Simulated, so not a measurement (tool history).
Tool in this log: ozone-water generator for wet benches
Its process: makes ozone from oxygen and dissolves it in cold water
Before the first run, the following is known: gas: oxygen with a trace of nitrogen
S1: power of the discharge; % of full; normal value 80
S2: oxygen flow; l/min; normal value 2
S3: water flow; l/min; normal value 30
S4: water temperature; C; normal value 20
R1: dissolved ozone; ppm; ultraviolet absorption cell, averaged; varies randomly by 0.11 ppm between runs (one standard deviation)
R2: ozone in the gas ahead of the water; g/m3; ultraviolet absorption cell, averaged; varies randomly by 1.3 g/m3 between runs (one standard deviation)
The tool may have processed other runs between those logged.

run	day	S1	S2	S3	S4	R1	R2
1	0	80	2	30	20	8.5	239.9
2	1.179	80	2	30	20	8.5	239.2
3	2.446	80	2	30	13	8.9	239.4
4	3.825	80	2	30	13	9.1	241
5	4.708	80	2	30	13	8.8	241
6	6.521	80	2	30	13	8.8	242.6
7	7.533	80	2	30	13	8.6	240.1
8	9.629	48	1.87	22	15	8.7	177.2
9	10.733	80	1.21	43	20	4.4	307
10	12.396	80	1.21	43	20	4.2	307.1
11	14.292	43	2.8	25	25	7.2	136.3
12	15.767	62	1.51	40	19	4.6	233.5
13	17.1	80	2.78	22	20	13.3	205
14	19.012	80	2.81	30	15	9.6	204.3

Below are 5 alternative next runs, each starting from the tool's condition after run 14. Predict each:
A	20.9	80	2	21	20	?	?
B	20.9	58	2.11	30	13	?	?
C	20.9	80	2.74	26	15	?	?
D	20.9	56	1.09	30	22	?	?
E	20.9	77	2	30	20	?	?

run	R1	R2
A	12.7	244.2
B	7.3	189
C	11.3	208.8
D	5.2	256.9
E	8.1	236.9
What these runs would have given with no unlogged condition in the tool:
run	R1	R2
A	12.7	240.7
B	7.3	186.2
C	11.3	205.7
D	5.2	253.2
E	8.1	233.4
